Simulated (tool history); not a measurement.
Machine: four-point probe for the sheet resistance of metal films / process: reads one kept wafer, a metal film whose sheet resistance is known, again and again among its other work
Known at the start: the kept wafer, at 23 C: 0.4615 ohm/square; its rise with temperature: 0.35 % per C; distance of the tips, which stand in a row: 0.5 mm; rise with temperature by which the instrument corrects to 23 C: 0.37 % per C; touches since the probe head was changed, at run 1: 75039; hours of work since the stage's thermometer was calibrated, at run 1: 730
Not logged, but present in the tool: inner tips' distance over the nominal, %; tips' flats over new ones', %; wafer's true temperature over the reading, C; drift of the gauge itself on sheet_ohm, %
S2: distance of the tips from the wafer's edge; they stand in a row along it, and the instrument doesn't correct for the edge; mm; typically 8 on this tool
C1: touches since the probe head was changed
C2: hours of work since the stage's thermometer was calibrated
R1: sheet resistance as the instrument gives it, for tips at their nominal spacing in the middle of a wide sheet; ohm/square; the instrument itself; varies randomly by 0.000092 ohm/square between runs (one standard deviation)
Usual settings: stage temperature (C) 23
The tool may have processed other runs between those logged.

Run 1, hour 0.0: usual settings; C1 75039; C2 730. Result: R1 0.459776 ohm/square.
Run 2, hour 128.5: usual settings; C1 82788; C2 822. Result: R1 0.459293 ohm/square.
Run 3, hour 253.7: usual settings; C1 90340; C2 912. Result: R1 0.459006 ohm/square.
Run 4, hour 334.0: usual settings but S2 5 mm; C1 95187; C2 970. Result: R1 0.460147 ohm/square.
Run 5, hour 427.3: usual settings but stage temperature (C) 20; C1 100813; C2 1037. Result: R1 0.458450 ohm/square.
Run 6, hour 500.0: usual settings but S2 5 mm; C1 105198; C2 1090. Result: R1 0.459460 ohm/square.
Run 7, hour 625.6: usual settings but S2 5 mm; C1 112774; C2 1180. Result: R1 0.458931 ohm/square.
At hour 672.8: new probe head fitted.
Run 8, hour 749.3: usual settings; C1 4616; C2 1268. Result: R1 0.462742 ohm/square.
Run 9, hour 868.6: usual settings but stage temperature (C) 24; C1 11811; C2 1354. Result: R1 0.462325 ohm/square.
Run 10, hour 925.5: usual settings but stage temperature (C) 24; C1 15242; C2 1395. Result: R1 0.462000 ohm/square.
Run 11, hour 1023.3: usual settings; C1 21141; C2 1465. Result: R1 0.461804 ohm/square.
At hour 1082.8: stage's thermometer calibrated.
Run 12, hour 1123.6: usual settings; C1 27162; C2 29. Result: R1 0.461917 ohm/square.
Run 13, hour 1200.6: usual settings; C1 31808; C2 85. Result: R1 0.461650 ohm/square.
Run 14, hour 1305.8: usual settings but stage temperature (C) 29; C1 38154; C2 160. Result: R1 0.460775 ohm/square.
Run 15, hour 1407.8: usual settings but stage temperature (C) 29; C1 44302; C2 234. Result: R1 0.460343 ohm/square.
Run 16, hour 1480.2: usual settings but stage temperature (C) 29; C1 48669; C2 286. Result: R1 0.460190 ohm/square.
Run 17, hour 1544.4: usual settings but stage temperature (C) 28, S2 37 mm; C1 52542; C2 332. Result: R1 0.459107 ohm/square.
Run 18, hour 1605.4: usual settings but stage temperature (C) 28, S2 37 mm; C1 56224; C2 376. Result: R1 0.458991 ohm/square.
Run 19, hour 1736.3: usual settings but stage temperature (C) 28, S2 37 mm; C1 64120; C2 470. Result: R1 0.458724 ohm/square.
Run 20, hour 1814.5: usual settings but stage temperature (C) 28, S2 37 mm; C1 68832; C2 526. Result: R1 0.458213 ohm/square.
Run 21, hour 1940.8: usual settings but stage temperature (C) 20, S2 67 mm; C1 76453; C2 617. Result: R1 0.458533 ohm/square.
Run 22, hour 2031.3: usual settings but stage temperature (C) 20, S2 67 mm; C1 81910; C2 682. Result: R1 0.458490 ohm/square.
Run 23, hour 2162.7: usual settings but stage temperature (C) 18, S2 19 mm; C1 89836; C2 777. Result: R1 0.458336 ohm/square.
Run 24, hour 2282.7: usual settings but S2 40 mm; C1 97073; C2 863. Result: R1 0.457408 ohm/square.
Run 25, hour 2359.3: usual settings but stage temperature (C) 32, S2 12 mm; C1 101693; C2 918. Result: R1 0.456543 ohm/square.
Run 26, hour 2441.9: usual settings but S2 27 mm; C1 106679; C2 978. Result: R1 0.456704 ohm/square.
Run 27, hour 2558.8: usual settings but stage temperature (C) 21, S2 4 mm; C1 113730; C2 1062. Result: R1 0.460556 ohm/square.
At hour 2587.6: new probe head fitted.
Run 28, hour 2630.0: usual settings but stage temperature (C) 21, S2 4 mm; C1 2559; C2 1112. Result: R1 0.463285 ohm/square.
Run 29, hour 2718.1: usual settings but stage temperature (C) 21, S2 65 mm; C1 7871; C2 1176. Result: R1 0.459307 ohm/square.

Selected run-to-run steps in R1, each split into two signed amounts: the part the tool would show with no hidden state at all (from settings, incoming material and random variation), and the remainder, which goes to the hidden state together with any gauge scatter not common to the measured and the hidden-state-free results:
Run 7 -> 8: S2 5 -> 8, new probe head fitted. R1 +0.003811 ohm/square: hidden state +0.005137, all else -0.001326.
Run 26 -> 27: stage temperature (C) 23 -> 21, S2 27 -> 4. R1 +0.003852 ohm/square: hidden state -0.000422, all else +0.004274.
Run 27 -> 28: new probe head fitted. R1 +0.002729 ohm/square: hidden state +0.002866, all else -0.000137.
Run 28 -> 29: S2 4 -> 65. R1 -0.003978 ohm/square: hidden state -0.000268, all else -0.003710.

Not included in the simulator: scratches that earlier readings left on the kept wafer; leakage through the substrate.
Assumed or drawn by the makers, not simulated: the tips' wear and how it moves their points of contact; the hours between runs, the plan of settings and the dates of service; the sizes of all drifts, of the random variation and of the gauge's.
